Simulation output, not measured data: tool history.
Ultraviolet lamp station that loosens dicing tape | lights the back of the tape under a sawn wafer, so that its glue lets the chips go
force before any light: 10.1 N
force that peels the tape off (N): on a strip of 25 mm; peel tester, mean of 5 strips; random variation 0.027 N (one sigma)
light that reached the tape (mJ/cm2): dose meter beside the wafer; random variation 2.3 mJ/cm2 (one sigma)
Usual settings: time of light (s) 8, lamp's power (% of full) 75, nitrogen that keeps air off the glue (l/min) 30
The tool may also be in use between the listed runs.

run   hour  time of light (s)  lamp's power (% of full)  nitrogen that keeps air off the glue (l/min)  force that peels the tape off (N)  light that reached the tape (mJ/cm2)
  1      0                  8                        75                                            30                              1.796                                   198
  2    8.7                  8                        75                                            30                              1.785                                   193
  3   28.2                  8                        75                                            30                               1.79                                   193
  4   42.3                  8                        75                                            30                               1.82                                   195
  5   55.3                  8                        75                                            29                               1.88                                   194
  6   76.3                  8                        75                                            29                              1.895                                   196
  7   95.6                  8                        75                                            29                              1.852                                   190
  8  110.4                  8                        75                                            29                              1.929                                   190
  9  128.9                  8                        75                                            29                              1.893                                   190
 10    143                  8                        95                                            30                              1.207                                   237
 11  152.1                  8                        95                                            30                              1.259                                   241
 12  161.6                  8                        95                                            30                              1.225                                   242
 13  173.2                  8                        95                                            30                              1.238                                   236
 14  187.4                  8                        95                                            30                              1.252                                   238
 15  198.9                  8                        95                                            30                              1.298                                   240
 16  211.5                  8                        95                                            30                              1.272                                   237
 17  231.5                  8                        95                                            30                              1.285                                   236
 18    249                  8                        75                                            30                              1.924                                   188
 19  259.7                  8                        75                                            18                               2.51                                   185
 20  273.3                 15                        75                                            30                              0.569                                   346
 21  294.2                  8                        75                                            30                              2.046                                   185
 22  313.2                 15                        86                                            30                              0.392                                   398
 23  327.1                  8                        61                                            30                              2.763                                   147
 24  345.8                  8                        61                                            30                              2.682                                   146
 25  366.8                 14                        61                                            36                              0.973                                   258
 26  379.4                  9                        73                                            43                              1.507                                   196
 27  388.1                 14                        66                                            49                              0.679                                   274
 28  405.1                  8                        67                                            30                              2.478                                   160
 29  417.3                  8                        88                                            34                              1.539                                   207
 30  434.3                  4                        84                                            36                              4.195                                    99
 31    446                 11                        72                                            12                              2.404                                   228
 32  460.4                  9                        65                                            48                              1.979                                   166
 33  480.9                  9                        65                                            48                              1.865                                   168
 34  500.4                  9                        65                                            48                              1.932                                   161
 35  515.3                  4                        75                                            30                              4.319                                    92
 36  532.2                  4                        75                                            30                              4.319                                    94
 37  544.2                  6                        69                                            10                              4.483                                   129
 38  562.1                  6                        69                                            10                              4.545                                   133
 39  575.9                  9                        86                                            10                              2.337                                   246
 40  593.6                 10                        60                                            43                              1.612                                   190
 41  613.5                  7                        88                                            15                              2.695                                   194
 42  629.8                  7                        84                                            21                              2.376                                   183

Taken out of this log: 2 entries between the listed runs. Where each belongs, and how the hidden state differs across it:
Between runs 29 and 30: window cleaned of glue's vapour (hour 418.9)
  lamp's light, % of a new lamp's: 85.5 -> 85.3; light that the window lets through, % of a clean one's: 89.9 -> 86.7
  measured less the result without the state, force that peels the tape off (N): +0.635 -> +1.132; light that reached the tape (mJ/cm2): -63 -> -33
Between runs 34 and 35: window cleaned of glue's vapour, once more (hour 510.4)
  lamp's light, % of a new lamp's: 84.7 -> 84.5; light that the window lets through, % of a clean one's: 85.8 -> 99.2
  measured less the result without the state, force that peels the tape off (N): +0.856 -> +0.658; light that reached the tape (mJ/cm2): -61 -> -19
